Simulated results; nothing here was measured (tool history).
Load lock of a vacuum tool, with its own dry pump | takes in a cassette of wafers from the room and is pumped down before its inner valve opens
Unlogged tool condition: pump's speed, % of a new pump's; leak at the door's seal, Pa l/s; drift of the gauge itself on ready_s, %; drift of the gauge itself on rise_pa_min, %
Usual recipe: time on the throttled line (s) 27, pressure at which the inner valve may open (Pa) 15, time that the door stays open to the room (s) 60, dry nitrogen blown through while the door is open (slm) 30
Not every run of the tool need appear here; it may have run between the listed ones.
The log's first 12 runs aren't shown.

run,hour,time on the throttled line (s),pressure at which the inner valve may open (Pa),time that the door stays open to the room (s),dry nitrogen blown through while the door is open (slm),hours that the pump has run since its overhaul,times that the door has closed on its seal,"incoming humidity of the room's air, %",time from the closed door until the inner valve may open (s),rise of the pressure with all valves shut (Pa/min)
13,1325.2,27,15,60,30,2672,12231,42.3,47.8,0.069
14,1438.8,27,15,60,30,2786,12385,42.4,47.1,0.075
15,1553.6,27,15,60,30,2900,12540,43.9,48,0.073
16,1672.2,27,15,60,30,3019,12701,43.3,48.1,0.074
17,1803.5,27,15,60,30,3150,12879,44.6,48.2,0.075
18,1947.1,27,15,60,30,3294,13074,46.1,48.3,0.077
19,2096.6,27,15,60,30,3444,13276,44.9,48.5,0.074
20,2194.2,40,15,60,30,3541,13408,43.3,58.5,0.077
21,2297.3,24,15,60,30,3644,13548,46.4,45.5,0.088
22,2411.1,35,15,128,30,3758,13702,43.5,54.3,0.101
23,2544.8,30,21,72,40,3892,13884,43.9,50.3,0.079
24,2679,25,20,45,4,4026,14066,43.4,45.7,0.1
25,2771.1,25,20,45,4,4118,14190,48.5,46.1,0.103
26,2917.7,25,20,45,4,4265,14389,42.3,45.7,0.104
27,3032.4,25,20,45,4,4379,14545,44.6,46,0.099
28,3096.2,25,20,45,4,4443,14631,44.2,46.4,0.106
29,3242.3,27,20,79,35,4589,14829,45.6,47,0.092
30,3348.5,39,12,64,19,4695,14973,46.7,58.2,0.092
31,3457,27,15,143,30,4804,15120,45.3,48.5,0.117
32,3596.8,27,15,143,30,4944,15310,46.3,48.8,0.12
33,3726,45,15,236,10,5073,15485,47.1,62.8,0.205
34,3836,45,15,84,30,5183,15634,48,62.9,0.101
35,3909.5,45,15,84,30,5256,15733,48,62.8,0.099
36,4018.8,24,22,42,6,5366,15882,43.7,44.4,0.098
37,4170.9,24,22,42,6,5518,16088,41.8,45.4,0.104

Each row is a separate what-if for the run after 37, all from the same tool condition, not one after another. Results?
A,4296.6,24,22,38,16,5643,16258,43.7,?,?
B,4296.6,27,15,147,8,5643,16258,43,?,?
C,4296.6,27,29,60,25,5643,16258,45.2,?,?
D,4296.6,24,30,84,6,5643,16258,46.1,?,?

run,time from the closed door until the inner valve may open (s),rise of the pressure with all valves shut (Pa/min)
A,45.2,0.091
B,48.4,0.169
C,46.8,0.094
D,44.1,0.139
The same runs, with their run-to-run variation unchanged, on a tool lacking any hidden condition would have given:
run,time from the closed door until the inner valve may open (s),rise of the pressure with all valves shut (Pa/min)
A,44.1,0.031
B,47.3,0.107
C,45.8,0.034
D,43.1,0.079

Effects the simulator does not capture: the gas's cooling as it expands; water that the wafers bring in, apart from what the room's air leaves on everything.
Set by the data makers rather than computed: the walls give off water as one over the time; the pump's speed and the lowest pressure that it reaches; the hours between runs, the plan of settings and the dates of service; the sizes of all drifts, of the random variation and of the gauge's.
